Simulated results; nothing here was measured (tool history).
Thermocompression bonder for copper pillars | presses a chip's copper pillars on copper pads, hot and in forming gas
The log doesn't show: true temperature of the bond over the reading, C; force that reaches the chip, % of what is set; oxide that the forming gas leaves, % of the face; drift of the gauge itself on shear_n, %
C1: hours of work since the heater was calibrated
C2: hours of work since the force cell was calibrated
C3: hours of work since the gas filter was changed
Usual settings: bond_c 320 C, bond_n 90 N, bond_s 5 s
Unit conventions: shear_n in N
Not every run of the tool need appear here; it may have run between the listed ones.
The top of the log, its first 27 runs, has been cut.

run 28 hour=805.8 | bond_c=302 bond_n=90 bond_s=5 | C1=825 C2=288 C3=93 | shear_n=93.3
run 29 hour=825.5 | bond_c=332 bond_n=121 bond_s=5 | C1=835 C2=298 C3=103 | shear_n=124.0
run 30 hour=848.6 | bond_c=332 bond_n=121 bond_s=5 | C1=847 C2=310 C3=115 | shear_n=123.6
run 31 hour=883.3 | bond_c=320 bond_n=70 bond_s=5 | C1=865 C2=327 C3=133 | shear_n=92.7
run 32 hour=918.8 | bond_c=326 bond_n=124 bond_s=5 | C1=883 C2=345 C3=151 | shear_n=120.6
run 33 hour=936.0 | bond_c=320 bond_n=112 bond_s=5 | C1=892 C2=354 C3=160 | shear_n=111.4
run 34 hour=964.0 | bond_c=320 bond_n=90 bond_s=9 | C1=906 C2=368 C3=174 | shear_n=119.3
run 35 hour=981.6 | bond_c=320 bond_n=103 bond_s=3 | C1=915 C2=377 C3=183 | shear_n=94.5
run 36 hour=1015.9 | bond_c=320 bond_n=90 bond_s=11 | C1=932 C2=395 C3=200 | shear_n=123.6
run 37 hour=1044.4 | bond_c=348 bond_n=113 bond_s=7 | C1=947 C2=409 C3=215 | shear_n=132.0
run 38 hour=1061.9 | bond_c=320 bond_n=97 bond_s=5 | C1=956 C2=418 C3=224 | shear_n=103.3
run 39 hour=1089.9 | bond_c=290 bond_n=94 bond_s=5 | C1=970 C2=433 C3=238 | shear_n=84.8
run 40 hour=1123.1 | bond_c=290 bond_n=94 bond_s=5 | C1=987 C2=449 C3=255 | shear_n=85.8

Alternative continuations, all from the tool just after run 40; predict every row:
run A hour=1143.7 | bond_c=320 bond_n=109 bond_s=5 | C1=997 C2=460 C3=266 | shear_n=?
run B hour=1143.7 | bond_c=330 bond_n=61 bond_s=5 | C1=997 C2=460 C3=266 | shear_n=?
run C hour=1143.7 | bond_c=320 bond_n=119 bond_s=5 | C1=997 C2=460 C3=266 | shear_n=?
run D hour=1143.7 | bond_c=293 bond_n=69 bond_s=3 | C1=997 C2=460 C3=266 | shear_n=?

run=A shear_n=108.0
run=B shear_n=91.1
run=C shear_n=111.6
run=D shear_n=61.8
What these runs would have given with no unlogged condition in the tool:
run=A shear_n=109.3
run=B shear_n=91.0
run=C shear_n=113.3
run=D shear_n=60.1
